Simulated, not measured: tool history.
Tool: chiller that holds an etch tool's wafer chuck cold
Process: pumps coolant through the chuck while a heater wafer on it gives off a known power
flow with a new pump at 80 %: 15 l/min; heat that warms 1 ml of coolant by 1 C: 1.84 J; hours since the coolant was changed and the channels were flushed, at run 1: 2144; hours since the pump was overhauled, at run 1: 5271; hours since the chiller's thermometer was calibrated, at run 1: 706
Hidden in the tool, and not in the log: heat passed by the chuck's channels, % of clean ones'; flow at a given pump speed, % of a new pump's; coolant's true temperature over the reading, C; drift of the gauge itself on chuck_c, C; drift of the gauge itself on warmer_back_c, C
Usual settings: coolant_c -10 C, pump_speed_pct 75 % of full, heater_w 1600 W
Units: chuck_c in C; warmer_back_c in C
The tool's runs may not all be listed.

run    hour  coolant_c  pump_speed_pct  heater_w  hours since the coolant was changed and the channels were flushed  hours since the pump was overhauled  hours since the chiller's thermometer was calibrated  chuck_c  warmer_back_c
  1       0        -10              75      1600                                                               2144                                 5271                                                   706      3.2           3.85
  2    80.6         -2              75      1600                                                               2225                                 5352                                                   786       11           3.92
  3   159.4        -10              75      1768                                                               2303                                 5431                                                   865      4.7           4.26
  4   237.4        -10              75      1096                                                               2381                                 5509                                                   943     -0.9            2.6
  5     408        -10              75      1096                                                               2552                                 5680                                                  1114     -0.8           2.72
  6   560.9        -10              75      1096                                                               2705                                 5832                                                  1267     -0.8            2.7
  7   658.6        -10              75      1096                                                               2803                                 5930                                                  1364     -0.9           2.64
  8   755.6        -10              75      1096                                                               2900                                 6027                                                  1461     -0.7           2.69
  9   845.1        -10              75      1096                                                               2989                                 6117                                                  1551     -0.6           2.66
 10   951.6        -10              75      1096                                                               3096                                 6223                                                  1657     -0.6           2.77
 11  1041.4        -10              75      1096                                                               3185                                 6313                                                  1747     -0.7           2.69
 12  1155.6         -7              81       810                                                               3300                                 6427                                                  1861     -0.4           1.86
 13  1238.7        -10              84      1420                                                               3383                                 6510                                                  1944        1            3.1
 14  1364.7         -2              71      1423                                                               3509                                 6636                                                  2070     10.7           3.75
 15  1503.3        -13              71       813                                                               3647                                 6775                                                  2209     -5.5           2.15
     1533.1  -- chiller's thermometer calibrated
     1570.7  -- coolant pump overhauled
 16  1597.9        -19              96      1294                                                               3736                                   27                                                    60    -10.2           2.37
 17  1704.8        -19              96      1294                                                               3843                                  134                                                   167    -10.2           2.35
 18  1823.1        -10              75      1071                                                               3961                                  252                                                   285     -1.1           2.49
 19    1965        -10              75      1071                                                               4103                                  394                                                   427     -1.3           2.54
 20  2074.2        -10              75      1071                                                               4212                                  503                                                   536     -1.1            2.5
 21  2199.2        -10              75      1071                                                               4337                                  629                                                   661     -1.1            2.5
 22  2330.1        -10              75      2211                                                               4468                                  759                                                   792      8.2           5.19

5 ways to go on from here, each from the tool as it stands after run 22. What would each give?
  A  2450.2        -11              73      1570                                                               4588                                  880                                                   912        ?              ?
  B  2450.2        -14              69      1587                                                               4588                                  880                                                   912        ?              ?
  C  2450.2         -9              61      1600                                                               4588                                  880                                                   912        ?              ?
  D  2450.2         -2              92      1295                                                               4588                                  880                                                   912        ?              ?
  E  2450.2        -18              87       980                                                               4588                                  880                                                   912        ?              ?

run  chuck_c  warmer_back_c
  A      2.5           3.76
  B        0           3.96
  C      6.3           4.54
  D      7.5           2.43
  E    -10.6           1.95
Without the tool's hidden state the same runs would have given:
run  chuck_c  warmer_back_c
  A      1.5           3.73
  B     -1.1           3.93
  C      5.1            4.5
  D      6.7           2.41
  E    -11.2           1.94

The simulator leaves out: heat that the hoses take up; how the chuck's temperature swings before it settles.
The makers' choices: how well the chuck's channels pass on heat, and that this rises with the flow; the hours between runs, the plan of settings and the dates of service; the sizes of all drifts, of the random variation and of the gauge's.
